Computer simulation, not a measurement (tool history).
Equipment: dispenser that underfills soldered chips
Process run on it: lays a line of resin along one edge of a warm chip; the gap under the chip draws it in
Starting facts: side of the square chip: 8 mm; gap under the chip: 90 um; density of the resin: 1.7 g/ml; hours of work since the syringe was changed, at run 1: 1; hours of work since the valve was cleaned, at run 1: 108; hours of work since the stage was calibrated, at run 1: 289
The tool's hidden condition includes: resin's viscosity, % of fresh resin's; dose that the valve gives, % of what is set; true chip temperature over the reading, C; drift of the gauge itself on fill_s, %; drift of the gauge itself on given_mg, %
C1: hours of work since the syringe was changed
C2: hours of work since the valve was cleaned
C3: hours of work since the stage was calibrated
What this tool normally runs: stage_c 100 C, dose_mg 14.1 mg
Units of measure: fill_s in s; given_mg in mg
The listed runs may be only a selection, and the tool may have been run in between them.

{"run": 1, "hour": 0.0, "stage_c": 100, "dose_mg": 14.1, "C1": 1, "C2": 108, "C3": 289, "fill_s": 14.1, "given_mg": 12.61}
{"run": 2, "hour": 4.7, "stage_c": 100, "dose_mg": 14.1, "C1": 5, "C2": 111, "C3": 292, "fill_s": 16.5, "given_mg": 12.51}
{"hour": 7.9, "done": "new syringe of resin"}
{"run": 3, "hour": 11.8, "stage_c": 100, "dose_mg": 14.1, "C1": 3, "C2": 116, "C3": 297, "fill_s": 16.1, "given_mg": 12.46}
{"run": 4, "hour": 16.0, "stage_c": 100, "dose_mg": 14.1, "C1": 6, "C2": 119, "C3": 300, "fill_s": 19.0, "given_mg": 12.6}
{"hour": 17.7, "done": "new syringe of resin"}
{"run": 5, "hour": 21.7, "stage_c": 100, "dose_mg": 14.1, "C1": 3, "C2": 123, "C3": 304, "fill_s": 15.5, "given_mg": 12.47}
{"run": 6, "hour": 25.8, "stage_c": 100, "dose_mg": 14.1, "C1": 6, "C2": 126, "C3": 307, "fill_s": 18.9, "given_mg": 12.58}
{"hour": 27.5, "done": "new syringe of resin"}
{"hour": 31.3, "done": "dispensing valve cleaned and set on the balance"}
{"run": 7, "hour": 34.6, "stage_c": 100, "dose_mg": 14.1, "C1": 4, "C2": 2, "C3": 312, "fill_s": 16.6, "given_mg": 14.02}
{"hour": 38.9, "done": "new syringe of resin"}
{"run": 8, "hour": 39.3, "stage_c": 100, "dose_mg": 14.1, "C1": 0, "C2": 5, "C3": 315, "fill_s": 12.8, "given_mg": 13.98}
{"hour": 48.5, "done": "new syringe of resin"}
{"run": 9, "hour": 49.1, "stage_c": 100, "dose_mg": 14.1, "C1": 0, "C2": 12, "C3": 322, "fill_s": 13.5, "given_mg": 13.86}
{"run": 10, "hour": 53.8, "stage_c": 86, "dose_mg": 14.1, "C1": 4, "C2": 16, "C3": 325, "fill_s": 24.3, "given_mg": 13.97}
{"hour": 58.3, "done": "new syringe of resin"}
{"run": 11, "hour": 60.0, "stage_c": 100, "dose_mg": 14.6, "C1": 1, "C2": 20, "C3": 329, "fill_s": 14.2, "given_mg": 14.27}
{"hour": 68.1, "done": "new syringe of resin"}
{"run": 12, "hour": 68.2, "stage_c": 100, "dose_mg": 14.6, "C1": 0, "C2": 25, "C3": 335, "fill_s": 13.2, "given_mg": 14.12}
{"run": 13, "hour": 72.9, "stage_c": 94, "dose_mg": 16.6, "C1": 3, "C2": 29, "C3": 338, "fill_s": 18.5, "given_mg": 16.22}
{"hour": 78.0, "done": "new syringe of resin"}
{"run": 14, "hour": 81.6, "stage_c": 96, "dose_mg": 12.7, "C1": 3, "C2": 35, "C3": 344, "fill_s": 18.0, "given_mg": 12.32}
{"hour": 87.6, "done": "new syringe of resin"}
{"run": 15, "hour": 88.0, "stage_c": 96, "dose_mg": 12.7, "C1": 0, "C2": 39, "C3": 349, "fill_s": 15.4, "given_mg": 12.18}

3 options for the next run, each taken on its own from the tool as it stands now. Forecast them:
{"hour": 97.4, "done": "new syringe of resin"}
{"run": "A", "hour": 97.6, "stage_c": 100, "dose_mg": 14.6, "C1": 0, "C2": 46, "C3": 355, "fill_s": "?", "given_mg": "?"}
{"hour": 97.4, "done": "new syringe of resin"}
{"run": "B", "hour": 97.6, "stage_c": 93, "dose_mg": 16.9, "C1": 0, "C2": 46, "C3": 355, "fill_s": "?", "given_mg": "?"}
{"hour": 97.4, "done": "new syringe of resin"}
{"run": "C", "hour": 97.6, "stage_c": 87, "dose_mg": 16.9, "C1": 0, "C2": 46, "C3": 355, "fill_s": "?", "given_mg": "?"}

run=A fill_s=13.4 given_mg=13.96
run=B fill_s=16.3 given_mg=16.24
run=C fill_s=20.2 given_mg=16.16
Stripped of hidden state, with their random variation kept, the same runs would have yielded:
run=A fill_s=12.0 given_mg=14.60
run=B fill_s=14.6 given_mg=16.98
run=C fill_s=18.1 given_mg=16.90

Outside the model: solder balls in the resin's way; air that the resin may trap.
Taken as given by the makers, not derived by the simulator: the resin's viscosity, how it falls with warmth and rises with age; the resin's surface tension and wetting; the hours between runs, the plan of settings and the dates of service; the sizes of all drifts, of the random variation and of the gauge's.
